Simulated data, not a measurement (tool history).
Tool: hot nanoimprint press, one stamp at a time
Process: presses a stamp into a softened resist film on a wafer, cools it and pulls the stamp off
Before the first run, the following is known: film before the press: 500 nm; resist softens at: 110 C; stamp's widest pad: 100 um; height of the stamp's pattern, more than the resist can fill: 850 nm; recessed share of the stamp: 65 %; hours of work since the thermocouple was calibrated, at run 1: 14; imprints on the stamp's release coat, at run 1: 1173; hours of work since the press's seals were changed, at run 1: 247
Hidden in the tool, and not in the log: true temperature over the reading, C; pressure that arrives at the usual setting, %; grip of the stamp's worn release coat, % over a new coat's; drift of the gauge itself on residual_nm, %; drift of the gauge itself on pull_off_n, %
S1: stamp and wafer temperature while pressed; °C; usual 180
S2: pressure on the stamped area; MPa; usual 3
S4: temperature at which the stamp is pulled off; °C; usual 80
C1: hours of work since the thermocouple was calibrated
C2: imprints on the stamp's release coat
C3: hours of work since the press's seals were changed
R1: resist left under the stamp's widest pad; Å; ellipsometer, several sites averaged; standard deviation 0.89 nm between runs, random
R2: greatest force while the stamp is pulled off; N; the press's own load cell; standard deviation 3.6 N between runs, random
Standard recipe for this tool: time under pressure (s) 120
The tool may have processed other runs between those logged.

Run 1, day 0: usual settings; C1 14; C2 1173; C3 247. Result: R1 2559 Å, R2 245 N.
Run 2, day 0.779: usual settings but S4 87 °C; C1 23; C2 1205; C3 256. Result: R1 2568 Å, R2 218 N.
Run 3, day 2.567: usual settings but S4 87 °C; C1 44; C2 1280; C3 277. Result: R1 2555 Å, R2 229 N.
Run 4, day 3.583: usual settings but S4 73 °C; C1 57; C2 1322; C3 289. Result: R1 2568 Å, R2 273 N.
Run 5, day 4.629: usual settings; C1 69; C2 1365; C3 302. Result: R1 2566 Å, R2 250 N.
Run 6, day 6.429: usual settings; C1 90; C2 1440; C3 323. Result: R1 2576 Å, R2 257 N.
Run 7, day 7.638: usual settings; C1 105; C2 1491; C3 338. Result: R1 2588 Å, R2 264 N.
Run 8, day 8.879: usual settings; C1 120; C2 1542; C3 353. Result: R1 2580 Å, R2 259 N.
Run 9, day 9.629: usual settings but S1 187 °C; C1 129; C2 1574; C3 362. Result: R1 1940 Å, R2 270 N.
Run 10, day 10.479: usual settings but S4 84 °C; C1 139; C2 1609; C3 372. Result: R1 2595 Å, R2 262 N.
Run 11, day 12.283: usual settings but S4 84 °C; C1 160; C2 1684; C3 393. Result: R1 2600 Å, R2 261 N.
Run 12, day 13.825: usual settings but S4 84 °C; C1 179; C2 1748; C3 412. Result: R1 2615 Å, R2 269 N.
Run 13, day 14.808: usual settings but S2 3.54 MPa; C1 190; C2 1789; C3 423. Result: R1 2411 Å, R2 280 N.
Run 14, day 15.562: usual settings but S1 190 °C; C1 199; C2 1821; C3 432. Result: R1 1746 Å, R2 290 N.
Run 15, day 17.362: usual settings but S1 190 °C; C1 221; C2 1896; C3 454. Result: R1 1752 Å, R2 284 N.
Run 16, day 18.162: usual settings but S1 173 °C, S2 4.42 MPa, time under pressure (s) 151; C1 230; C2 1929; C3 463. Result: R1 2725 Å, R2 290 N.
At day 19.225: stamp cleaned and given a new release coat.
Run 17, day 19.621: usual settings but S1 173 °C, S2 4.42 MPa, time under pressure (s) 151; C1 245; C2 16; C3 478. Result: R1 2731 Å, R2 183 N.
Run 18, day 20.817: usual settings but S1 173 °C, S2 4.42 MPa, time under pressure (s) 151, S4 86 °C; C1 259; C2 66; C3 492. Result: R1 2734 Å, R2 166 N.
Run 19, day 22.65: usual settings but S1 173 °C, S2 4.42 MPa, time under pressure (s) 151, S4 86 °C; C1 281; C2 142; C3 514. Result: R1 2737 Å, R2 169 N.
At day 23.283: plate thermocouple calibrated.
Run 20, day 23.788: usual settings but S1 173 °C, S2 4.42 MPa, time under pressure (s) 151, S4 86 °C; C1 6; C2 184; C3 526. Result: R1 2623 Å, R2 169 N.
Run 21, day 25.412: usual settings but S1 173 °C, S2 4.42 MPa, time under pressure (s) 151, S4 86 °C; C1 25; C2 252; C3 546. Result: R1 2639 Å, R2 166 N.
Run 22, day 27.2: usual settings but S1 192 °C, S2 1.81 MPa, time under pressure (s) 116, S4 87 °C; C1 47; C2 326; C3 567. Result: R1 2076 Å, R2 176 N.
Run 23, day 28.521: usual settings but S1 181 °C, S2 2.48 MPa, time under pressure (s) 89, S4 72 °C; C1 63; C2 382; C3 583. Result: R1 2928 Å, R2 209 N.
Run 24, day 30: usual settings but S1 187 °C, S2 2.31 MPa, time under pressure (s) 73; C1 80; C2 443; C3 600. Result: R1 2637 Å, R2 198 N.
Run 25, day 31.788: usual settings but S1 187 °C, S2 2.31 MPa, time under pressure (s) 73, S4 75 °C; C1 101; C2 518; C3 622. Result: R1 2635 Å, R2 208 N.
Run 26, day 33.471: usual settings but S1 187 °C, S2 2.31 MPa, time under pressure (s) 73, S4 75 °C; C1 122; C2 588; C3 642. Result: R1 2628 Å, R2 223 N.
At day 34.358: press's hydraulic seals changed and the load cell set to zero.
Run 27, day 35.096: usual settings but S1 173 °C, S2 2.42 MPa, time under pressure (s) 168, S4 84 °C; C1 137; C2 641; C3 9. Result: R1 3274 Å, R2 197 N.
Run 28, day 36.596: usual settings but S4 69 °C; C1 155; C2 704; C3 27. Result: R1 2573 Å, R2 241 N.
Run 29, day 38.392: usual settings but S1 174 °C, S2 2.08 MPa, time under pressure (s) 91, S4 66 °C; C1 176; C2 779; C3 48. Result: R1 3835 Å, R2 255 N.

Here are 3 independent what-if runs from the current tool condition. What would each one return?
Run A, day 39.312: usual settings but S1 182 °C, S2 3.53 MPa, time under pressure (s) 227; C1 187; C2 817; C3 59. Result: R1 ?, R2 ?.
Run B, day 39.312: usual settings but S2 3.02 MPa; C1 187; C2 817; C3 59. Result: R1 ?, R2 ?.
Run C, day 39.312: usual settings but S1 181 °C, S2 4.12 MPa, time under pressure (s) 91, S4 66 °C; C1 187; C2 817; C3 59. Result: R1 ?, R2 ?.

run    R1   R2
  A  1701  220
  B  2541  222
  C  2325  247
The same runs, with their run-to-run variation unchanged, on a tool lacking any hidden condition would have given:
run    R1   R2
  A  1670  174
  B  2499  175
  C  2287  195
